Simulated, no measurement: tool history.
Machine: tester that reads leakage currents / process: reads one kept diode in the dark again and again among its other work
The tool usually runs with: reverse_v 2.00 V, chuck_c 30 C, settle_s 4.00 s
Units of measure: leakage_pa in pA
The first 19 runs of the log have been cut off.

run,hour,reverse_v,chuck_c,settle_s,hours of work since the probe card was cleaned,hours of work since the tester was calibrated,hours of work since the chuck was calibrated,leakage_pa
20,401.0,2.00,25,0.48,686,400,65,54.42
21,424.6,5.23,25,9.73,703,416,82,94.32
22,443.9,2.85,44,0.60,716,430,95,290.37
# hour 447.4: chuck's temperature calibrated, once more
23,472.7,2.00,59,4.10,735,449,18,716.66
24,486.0,11.20,24,1.02,745,459,28,147.94
25,511.4,11.20,24,1.02,763,477,46,148.19
26,528.5,12.44,46,1.28,775,489,58,822.53
27,550.1,3.11,40,0.98,791,504,73,236.74
28,568.8,2.00,32,2.11,804,518,86,99.39
29,591.3,2.00,21,1.16,820,534,102,41.05
30,611.4,2.00,21,1.16,834,548,117,41.36
31,625.2,7.65,42,1.16,844,558,127,461.86
32,654.7,2.94,28,6.23,865,579,148,90.30

Alternative continuations, all from the tool just after run 32; predict every row:
A,668.8,2.94,52,0.35,875,589,158,?
B,668.8,10.99,45,2.28,875,589,158,?
C,668.8,11.64,27,0.70,875,589,158,?
D,668.8,2.94,36,6.23,875,589,158,?

run,leakage_pa
A,550.68
B,709.55
C,192.35
D,168.17
Without the tool's hidden state the same runs would have given:
run,leakage_pa
A,550.33
B,700.56
C,179.45
D,165.74
